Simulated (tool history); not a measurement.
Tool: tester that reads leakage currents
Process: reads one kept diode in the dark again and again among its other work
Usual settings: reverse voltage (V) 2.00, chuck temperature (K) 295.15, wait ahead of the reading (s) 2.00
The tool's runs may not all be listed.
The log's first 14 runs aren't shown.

| run | hour | reverse voltage (V) | chuck temperature (K) | wait ahead of the reading (s) | hours of work since the probe card was cleaned | hours of work since the tester was calibrated | hours of work since the chuck was calibrated | current that the tester gives (pA) |
|---|---|---|---|---|---|---|---|---|
| 15 | 898.9 | 2.00 | 295.15 | 2.00 | 771 | 688 | 55 | 21.50 |
| 16 | 979.7 | 5.43 | 295.15 | 2.00 | 819 | 736 | 103 | 37.14 |
| 17 | 1017.2 | 5.43 | 295.15 | 2.00 | 841 | 758 | 125 | 36.96 |
| 18 | 1088.2 | 5.43 | 295.15 | 2.00 | 883 | 800 | 167 | 36.89 |
| 19 | 1167.1 | 5.43 | 295.15 | 1.41 | 930 | 847 | 214 | 36.88 |
| 20 | 1231.6 | 5.43 | 295.15 | 1.41 | 968 | 885 | 252 | 37.01 |
| 21 | 1285.5 | 5.43 | 295.15 | 1.41 | 1000 | 917 | 284 | 37.17 |
| 22 | 1364.6 | 2.00 | 295.15 | 3.70 | 1047 | 964 | 331 | 21.05 |
| 23 | 1445.0 | 14.64 | 295.15 | 5.10 | 1095 | 1012 | 378 | 62.16 |
| 24 | 1481.4 | 2.80 | 300.15 | 0.35 | 1116 | 1034 | 400 | 41.06 |
| 25 | 1553.5 | 2.80 | 300.15 | 0.35 | 1159 | 1076 | 443 | 40.87 |
| 26 | 1623.2 | 15.17 | 295.15 | 2.00 | 1200 | 1118 | 484 | 64.76 |
| 27 | 1675.5 | 1.26 | 304.15 | 2.00 | 1231 | 1149 | 515 | 35.16 |
|  | 1684.3 | probe card cleaned and baked |
| 28 | 1762.9 | 3.28 | 322.15 | 0.55 | 47 | 1199 | 565 | 249.39 |
|  | 1837.8 | probe card cleaned and baked, once more |
| 29 | 1839.2 | 13.47 | 322.15 | 8.05 | 1 | 1242 | 608 | 510.07 |
| 30 | 1919.3 | 5.14 | 322.15 | 0.85 | 48 | 1289 | 656 | 310.10 |
| 31 | 1983.2 | 2.12 | 293.15 | 0.85 | 86 | 1327 | 694 | 17.84 |
| 32 | 2039.8 | 2.00 | 306.15 | 2.00 | 120 | 1361 | 727 | 51.61 |
| 33 | 2094.7 | 2.51 | 312.15 | 2.65 | 152 | 1393 | 760 | 95.54 |
| 34 | 2154.8 | 2.51 | 312.15 | 2.65 | 188 | 1429 | 795 | 95.16 |
| 35 | 2215.9 | 2.51 | 312.15 | 3.35 | 224 | 1465 | 832 | 94.80 |
| 36 | 2295.2 | 1.26 | 312.15 | 7.54 | 271 | 1512 | 879 | 66.15 |
| 37 | 2343.4 | 1.26 | 312.15 | 7.54 | 300 | 1541 | 907 | 65.45 |
| 38 | 2395.7 | 1.26 | 312.15 | 7.54 | 331 | 1572 | 938 | 65.86 |
| 39 | 2432.6 | 2.17 | 322.15 | 0.74 | 352 | 1594 | 960 | 192.15 |

Forecast each of these 5 alternatives for the next run:
| A | 2508.7 | 2.17 | 299.15 | 3.32 | 398 | 1639 | 1005 | ? |
| B | 2508.7 | 1.36 | 322.15 | 4.20 | 398 | 1639 | 1005 | ? |
| C | 2508.7 | 10.00 | 295.15 | 2.39 | 398 | 1639 | 1005 | ? |
| D | 2508.7 | 2.00 | 295.15 | 5.69 | 398 | 1639 | 1005 | ? |
| E | 2508.7 | 2.17 | 327.15 | 6.16 | 398 | 1639 | 1005 | ? |

| run | current that the tester gives (pA) |
|---|---|
| A | 28.78 |
| B | 149.48 |
| C | 46.62 |
| D | 19.22 |
| E | 277.56 |
Without the tool's hidden state the same runs would have given:
| run | current that the tester gives (pA) |
|---|---|
| A | 31.16 |
| B | 160.79 |
| C | 49.77 |
| D | 20.81 |
| E | 297.80 |
